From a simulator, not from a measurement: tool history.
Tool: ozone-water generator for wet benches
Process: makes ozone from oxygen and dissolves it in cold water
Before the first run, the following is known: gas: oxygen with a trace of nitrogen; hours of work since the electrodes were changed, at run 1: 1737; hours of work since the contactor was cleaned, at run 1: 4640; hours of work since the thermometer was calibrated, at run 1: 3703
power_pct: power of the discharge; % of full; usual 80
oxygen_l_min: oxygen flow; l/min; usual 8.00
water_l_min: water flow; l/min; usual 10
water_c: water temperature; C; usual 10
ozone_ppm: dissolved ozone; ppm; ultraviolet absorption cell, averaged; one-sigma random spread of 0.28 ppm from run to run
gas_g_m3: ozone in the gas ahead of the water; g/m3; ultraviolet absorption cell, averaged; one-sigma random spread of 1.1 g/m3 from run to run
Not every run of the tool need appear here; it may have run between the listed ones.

run    hour  power_pct  oxygen_l_min  water_l_min  water_c  hours of work since the electrodes were changed  hours of work since the contactor was cleaned  hours of work since the thermometer was calibrated  ozone_ppm  gas_g_m3
  1     0.0         80          8.00           10       10                                             1737                                           4640                                                3703       44.6     206.9
  2    66.7         80          8.00           10       10                                             1784                                           4687                                                3750       44.7     204.8
  3   159.1         80          8.00           10       10                                             1849                                           4752                                                3815       44.3     206.3
  4   242.6         80          8.00           10       10                                             1907                                           4811                                                3873       44.5     204.4
  5   340.6         80          8.00           11       10                                             1976                                           4880                                                3942       41.0     203.6
      404.5  -- contactor cleaned
  6   440.7         62          8.00           10       10                                             2044                                             25                                                4010       35.3     163.6
  7   508.0         62          8.00           10       10                                             2091                                             73                                                4057       35.6     162.8
  8   552.9         62          8.00           10       10                                             2123                                            104                                                4089       36.0     163.0
  9   627.7         64          8.00           10       10                                             2175                                            157                                                4141       36.7     166.9
 10   693.4         64          8.00           10       10                                             2222                                            203                                                4187       36.2     167.1
 11   750.6         80         14.15           10       10                                             2262                                            243                                                4227       42.5     167.1
 12   822.2         80         14.15           10       10                                             2312                                            294                                                4278       42.5     164.1
 13   867.8         80          8.00           10       10                                             2344                                            326                                                4310       44.2     203.3
 14   916.7         80          8.00           10       10                                             2379                                            360                                                4344       44.3     202.6
 15   972.8         80          8.00           10       10                                             2418                                            399                                                4384       44.2     202.6
 16  1036.8         80          8.00           10       10                                             2463                                            444                                                4429       44.6     203.0
 17  1132.9         80          8.00           10       10                                             2530                                            512                                                4496       44.2     201.3
 18  1181.6         80          8.00           10       10                                             2565                                            546                                                4530       44.7     202.8
 19  1267.5         80         10.51            9        7                                             2625                                            607                                                4591       49.7     182.9
 20  1344.7         80          8.00           10        6                                             2679                                            661                                                4645       47.6     200.8
 21  1414.9         59          8.00           10        6                                             2729                                            710                                                4694       37.3     154.7
 22  1472.2         59          8.00           10        6                                             2769                                            750                                                4735       37.0     155.2
 23  1527.1         59          8.00           11        7                                             2808                                            789                                                4773       34.0     154.6
 24  1574.2         80          7.36           10       10                                             2841                                            822                                                4806       44.5     206.7
 25  1650.1         80          7.36           10       10                                             2894                                            876                                                4860       44.5     207.1

Estimate the outcome of run 26 from the log above:
 26  1728.5         80          8.00           10        5                                             2949                                            931                                                4915          ?         ?

Run 26 gave ozone_ppm 49.1 ppm, gas_g_m3 199.4 g/m3.
Minus the tool's unlogged condition, the same run would have read ozone_ppm 49.2 ppm, gas_g_m3 205.5 g/m3.
